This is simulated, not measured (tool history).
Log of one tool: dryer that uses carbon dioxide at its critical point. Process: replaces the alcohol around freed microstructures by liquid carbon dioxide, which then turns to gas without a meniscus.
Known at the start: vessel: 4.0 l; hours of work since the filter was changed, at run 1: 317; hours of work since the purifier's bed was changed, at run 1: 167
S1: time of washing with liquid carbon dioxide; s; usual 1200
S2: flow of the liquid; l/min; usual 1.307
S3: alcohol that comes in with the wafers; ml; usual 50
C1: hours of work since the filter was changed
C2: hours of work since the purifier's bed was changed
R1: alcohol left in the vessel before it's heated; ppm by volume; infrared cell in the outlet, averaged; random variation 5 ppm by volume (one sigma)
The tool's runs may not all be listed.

run	hour	S1	S2	S3	C1	C2	R1
1	0	1200	1.307	50	317	167	85
2	8.7	1200	1.307	50	321	171	101
3	18.8	1200	1.307	50	325	175	92
4	25.5	1200	1.307	50	328	178	99
5	33.3	1020	1.307	50	331	181	159
6	42.1	960	1.307	50	335	185	197
7	48	960	1.307	50	337	187	188
8	55.5	960	1.307	50	340	191	208
9	62.9	1200	1.307	50	344	194	96
10	71.9	1320	1.307	50	347	197	74
11	80.8	1320	1.307	70	351	201	86
12	86.7	1200	0.79	50	354	204	584
13	96.9	1740	1.307	50	358	208	46
14	104.6	1740	1.307	50	361	211	49
15	111.9	1740	1.307	50	364	214	51
16	119.2	1740	1.307	50	367	217	44
17	127.4	1740	1.307	44	371	221	44
18	137	1740	1.307	23	375	225	55
19	146	1620	1.307	50	378	229	58
20	154	1620	1.307	50	382	232	59
21	160.8	1200	1.307	92	385	235	158
22	166.7	1200	1.02	50	387	237	248
23	175.4	1200	1.307	50	391	241	101
24	186.5	1200	1.307	50	395	246	112
25	191.9	1200	1.307	50	398	248	106
26	200.4	1200	1.307	50	401	251	106
27	210.7	720	1.307	56	406	256	611
28	222.3	720	1.307	56	410	261	629
29	233.9	1620	0.93	33	415	266	108
30	242	1620	0.93	33	419	269	108
31	252	1200	1.52	88	423	273	90
32	259.3	1020	1.4	50	426	276	157
33	268.4	1200	1.307	94	430	280	166
34	277.9	900	1.307	58	434	284	319
35	285.3	900	1.307	58	437	287	336
36	291.5	1620	0.87	89	440	290	292
37	298.8	1620	0.87	89	443	293	293
38	307.8	1320	0.87	90	446	297	578
39	316.5	1200	1.72	50	450	300	68
40	326.5	1200	1.72	50	454	304	63
41	331.3	1500	1.307	41	456	306	75
42	342.4	720	0.85	50	461	311	1793
43	352.8	780	0.91	72	465	315	1883
44	360.5	780	0.91	72	469	319	1832
45	366.8	780	1.45	94	471	321	579
46	375.2	1020	0.94	23	475	325	319
47	383	1620	1.307	115	478	328	94
48	392.8	1020	1.67	94	482	332	141

Hidden state or all else? Some run-to-run changes of R1, split into what the settings, what came in and random variation would give without the hidden state, and what is left for the hidden state (with any gauge scatter that isn't in both results):
The hidden state here: flow that reaches the vessel past the clogged filter, %; alcohol in the recycled carbon dioxide, ppm; drift of the gauge itself on alcohol_ppm, %.
Run 12 -> 13: S1 1200 -> 1740, S2 0.79 -> 1.307. R1 -538 ppm by volume: hidden state -168, all else -370.
Run 38 -> 39: S1 1320 -> 1200, S2 0.87 -> 1.72, S3 90 -> 50. R1 -510 ppm by volume: hidden state -221, all else -289.
Run 41 -> 42: S1 1500 -> 720, S2 1.307 -> 0.85, S3 41 -> 50. R1 +1718 ppm by volume: hidden state +465, all else +1253.
Run 44 -> 45: S2 0.91 -> 1.45, S3 72 -> 94. R1 -1253 ppm by volume: hidden state -317, all else -936.
